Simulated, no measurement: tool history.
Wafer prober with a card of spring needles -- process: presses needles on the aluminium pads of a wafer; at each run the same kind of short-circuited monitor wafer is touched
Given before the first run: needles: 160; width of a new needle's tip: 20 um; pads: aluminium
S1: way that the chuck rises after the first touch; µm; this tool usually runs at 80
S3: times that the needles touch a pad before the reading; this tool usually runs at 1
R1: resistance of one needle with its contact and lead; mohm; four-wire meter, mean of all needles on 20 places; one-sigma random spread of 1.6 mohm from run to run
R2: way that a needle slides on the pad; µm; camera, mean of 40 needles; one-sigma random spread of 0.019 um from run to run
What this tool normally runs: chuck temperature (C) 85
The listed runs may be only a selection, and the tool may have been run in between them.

run 1 day=0.000 | S1=80 chuck_temperature_(C)=85 S3=1 | R1=184 R2=15.30
-- day=0.579 tips cleaned on abrasive film
-- day=1.046 tips cleaned on abrasive film
-- day=1.625 tips cleaned on abrasive film
run 2 day=1.754 | S1=80 chuck_temperature_(C)=85 S3=1 | R1=248 R2=15.27
-- day=2.104 tips cleaned on abrasive film
-- day=2.683 tips cleaned on abrasive film
-- day=3.262 tips cleaned on abrasive film
-- day=3.842 tips cleaned on abrasive film
run 3 day=4.092 | S1=80 chuck_temperature_(C)=85 S3=1 | R1=334 R2=15.22
-- day=4.325 tips cleaned on abrasive film
-- day=4.904 tips cleaned on abrasive film
-- day=5.483 tips cleaned on abrasive film
-- day=6.062 tips cleaned on abrasive film
run 4 day=6.262 | S1=80 chuck_temperature_(C)=85 S3=1 | R1=294 R2=15.16
-- day=6.608 tips cleaned on abrasive film
-- day=7.188 tips cleaned on abrasive film
-- day=7.654 tips cleaned on abrasive film
run 5 day=7.654 | S1=85 chuck_temperature_(C)=85 S3=1 | R1=185 R2=16.13
-- day=8.121 tips cleaned on abrasive film
-- day=8.700 tips cleaned on abrasive film
run 6 day=9.058 | S1=85 chuck_temperature_(C)=85 S3=1 | R1=330 R2=16.09
-- day=9.175 tips cleaned on abrasive film
-- day=9.642 tips cleaned on abrasive film
-- day=10.221 tips cleaned on abrasive film
-- day=10.800 tips cleaned on abrasive film
run 7 day=10.892 | S1=85 chuck_temperature_(C)=85 S3=1 | R1=238 R2=16.08
-- day=11.354 tips cleaned on abrasive film
-- day=11.938 tips cleaned on abrasive film
-- day=12.517 tips cleaned on abrasive film
-- day=13.096 tips cleaned on abrasive film
run 8 day=13.392 | S1=85 chuck_temperature_(C)=85 S3=1 | R1=316 R2=16.02
-- day=13.629 tips cleaned on abrasive film
-- day=14.092 tips cleaned on abrasive film
-- day=14.671 tips cleaned on abrasive film
-- day=15.138 tips cleaned on abrasive film
-- day=15.379 height of the first contact set anew
run 9 day=15.475 | S1=85 chuck_temperature_(C)=85 S3=1 | R1=327 R2=16.24
-- day=15.708 tips cleaned on abrasive film
-- day=16.288 tips cleaned on abrasive film
-- day=16.871 tips cleaned on abrasive film
run 10 day=17.129 | S1=85 chuck_temperature_(C)=85 S3=1 | R1=301 R2=16.22
-- day=17.362 tips cleaned on abrasive film
-- day=17.942 tips cleaned on abrasive film
-- day=18.292 tips cleaned on abrasive film, once more
-- day=18.871 tips cleaned on abrasive film
-- day=19.450 tips cleaned on abrasive film
-- day=20.029 tips cleaned on abrasive film
run 11 day=20.083 | S1=80 chuck_temperature_(C)=85 S3=1 | R1=223 R2=15.23
-- day=20.550 tips cleaned on abrasive film
-- day=21.129 tips cleaned on abrasive film
-- day=21.592 tips cleaned on abrasive film
-- day=22.171 tips cleaned on abrasive film
run 12 day=22.221 | S1=80 chuck_temperature_(C)=85 S3=1 | R1=222 R2=15.18
-- day=22.688 tips cleaned on abrasive film
-- day=23.150 tips cleaned on abrasive film
-- day=23.729 tips cleaned on abrasive film
-- day=24.196 tips cleaned on abrasive film
run 13 day=24.558 | S1=80 chuck_temperature_(C)=85 S3=1 | R1=351 R2=15.15
-- day=24.679 tips cleaned on abrasive film
-- day=25.258 tips cleaned on abrasive film
-- day=25.838 tips cleaned on abrasive film
-- day=26.329 tips cleaned on abrasive film
run 14 day=26.329 | S1=83 chuck_temperature_(C)=55 S3=1 | R1=180 R2=15.68
-- day=26.908 tips cleaned on abrasive film
-- day=27.488 tips cleaned on abrasive film
-- day=28.067 tips cleaned on abrasive film
-- day=28.529 tips cleaned on abrasive film
run 15 day=28.808 | S1=80 chuck_temperature_(C)=27 S3=2 | R1=265 R2=15.05
-- day=29.046 tips cleaned on abrasive film
-- day=29.625 tips cleaned on abrasive film
-- day=30.204 tips cleaned on abrasive film
-- day=30.783 tips cleaned on abrasive film
-- day=31.025 height of the first contact set anew
-- day=31.375 tips cleaned on abrasive film
run 16 day=31.442 | S1=80 chuck_temperature_(C)=85 S3=1 | R1=219 R2=15.29
-- day=31.904 tips cleaned on abrasive film
-- day=32.488 tips cleaned on abrasive film
-- day=33.067 tips cleaned on abrasive film
run 17 day=33.400 | S1=80 chuck_temperature_(C)=28 S3=1 | R1=347 R2=15.27
-- day=33.638 tips cleaned on abrasive film
-- day=34.217 tips cleaned on abrasive film
-- day=34.796 tips cleaned on abrasive film
-- day=35.375 tips cleaned on abrasive film
-- day=35.954 tips cleaned on abrasive film
run 18 day=36.050 | S1=80 chuck_temperature_(C)=28 S3=1 | R1=234 R2=15.21
-- day=36.512 tips cleaned on abrasive film
-- day=37.092 tips cleaned on abrasive film
-- day=37.596 tips cleaned on abrasive film
run 19 day=37.596 | S1=64 chuck_temperature_(C)=59 S3=1 | R1=199 R2=12.13
-- day=38.062 tips cleaned on abrasive film
-- day=38.642 tips cleaned on abrasive film
-- day=39.221 tips cleaned on abrasive film
run 20 day=39.625 | S1=94 chuck_temperature_(C)=26 S3=1 | R1=315 R2=17.84
-- day=39.742 tips cleaned on abrasive film
-- day=40.325 tips cleaned on abrasive film
-- day=40.788 tips cleaned on abrasive film
-- day=41.367 tips cleaned on abrasive film
run 21 day=41.542 | S1=94 chuck_temperature_(C)=26 S3=1 | R1=254 R2=17.79
-- day=41.892 tips cleaned on abrasive film
-- day=42.471 tips cleaned on abrasive film
-- day=42.933 tips cleaned on abrasive film
run 22 day=43.000 | S1=94 chuck_temperature_(C)=26 S3=1 | R1=195 R2=17.76
-- day=43.462 tips cleaned on abrasive film
-- day=44.042 tips cleaned on abrasive film
-- day=44.621 tips cleaned on abrasive film
run 23 day=44.888 | S1=81 chuck_temperature_(C)=72 S3=2 | R1=269 R2=15.30
-- day=45.121 tips cleaned on abrasive film
-- day=45.700 tips cleaned on abrasive film
-- day=46.279 tips cleaned on abrasive film
-- day=46.638 height of the first contact set anew
-- day=46.871 tips cleaned on abrasive film
run 24 day=46.921 | S1=81 chuck_temperature_(C)=35 S3=2 | R1=181 R2=15.48
-- day=47.388 tips cleaned on abrasive film
-- day=47.967 tips cleaned on abrasive film
-- day=48.429 tips cleaned on abrasive film
run 25 day=48.854 | S1=81 chuck_temperature_(C)=35 S3=2 | R1=286 R2=15.44

Forecast each of these 3 alternatives for the next run:
-- day=48.971 tips cleaned on abrasive film
-- day=49.550 tips cleaned on abrasive film
-- day=50.129 tips cleaned on abrasive film
-- day=50.708 tips cleaned on abrasive film
run A day=50.721 | S1=81 chuck_temperature_(C)=97 S3=2 | R1=? R2=?
-- day=48.971 tips cleaned on abrasive film
-- day=49.550 tips cleaned on abrasive film
-- day=50.129 tips cleaned on abrasive film
-- day=50.708 tips cleaned on abrasive film
run B day=50.721 | S1=64 chuck_temperature_(C)=45 S3=3 | R1=? R2=?
-- day=48.971 tips cleaned on abrasive film
-- day=49.550 tips cleaned on abrasive film
-- day=50.129 tips cleaned on abrasive film
-- day=50.708 tips cleaned on abrasive film
run C day=50.721 | S1=90 chuck_temperature_(C)=73 S3=2 | R1=? R2=?

run=A R1=184 R2=15.41
run=B R1=175 R2=12.17
run=C R1=173 R2=17.13
Stripped of hidden state, with their random variation kept, the same runs would have yielded:
run=A R1=167 R2=15.48
run=B R1=157 R2=12.24
run=C R1=158 R2=17.20
